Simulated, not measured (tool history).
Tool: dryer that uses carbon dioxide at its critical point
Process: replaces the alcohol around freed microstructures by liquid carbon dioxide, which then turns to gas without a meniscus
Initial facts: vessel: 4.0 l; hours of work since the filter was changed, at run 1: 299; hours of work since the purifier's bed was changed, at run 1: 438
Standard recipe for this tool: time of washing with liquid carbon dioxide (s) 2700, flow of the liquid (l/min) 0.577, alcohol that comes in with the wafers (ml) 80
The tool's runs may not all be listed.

run,day,time of washing with liquid carbon dioxide (s),flow of the liquid (l/min),alcohol that comes in with the wafers (ml),hours of work since the filter was changed,hours of work since the purifier's bed was changed,alcohol left in the vessel before it's heated (ppm by volume)
1,0,2700,0.577,80,299,438,194
2,0.954,2700,0.577,52,314,452,149
3,2.267,2700,0.577,52,334,473,157
4,3.558,2700,0.577,80,354,492,202
5,5.212,2760,0.577,80,379,518,199
6,6.596,2760,0.577,80,401,539,202
7,7.512,2760,0.864,80,415,553,109
8,8.604,2160,0.864,80,432,570,146
9,9.904,2160,0.864,80,452,590,142
10,11.467,2700,0.577,80,476,614,237
11,13.117,2700,0.577,99,501,640,273
12,13.896,1920,0.919,66,513,652,177
13,15.429,1920,0.919,66,537,675,176
14,16.325,2100,0.411,66,551,689,1157
# day 17.704: inlet filter changed
15,17.704,4020,0.885,70,0,710,130
16,19.121,4020,0.885,70,22,731,128
17,20.754,2700,0.577,67,47,756,219
18,21.479,2760,0.862,67,58,768,142
19,22.817,2760,0.862,67,79,788,149
20,24.212,2760,0.862,67,100,810,151
21,25.092,1620,0.862,21,114,823,192
22,26.517,1860,0.763,86,136,845,308

Branching from run 22: 4 alternative next runs. What would each branch give?
A,27.733,3180,0.577,60,154,864,?
B,27.733,3180,0.577,26,154,864,?
C,27.733,1860,0.398,110,154,864,?
D,27.733,4260,0.612,92,154,864,?

run,alcohol left in the vessel before it's heated (ppm by volume)
A,199
B,169
C,2397
D,153
Without the tool's hidden state the same runs would have given:
run,alcohol left in the vessel before it's heated (ppm by volume)
A,38
B,14
C,2055
D,2
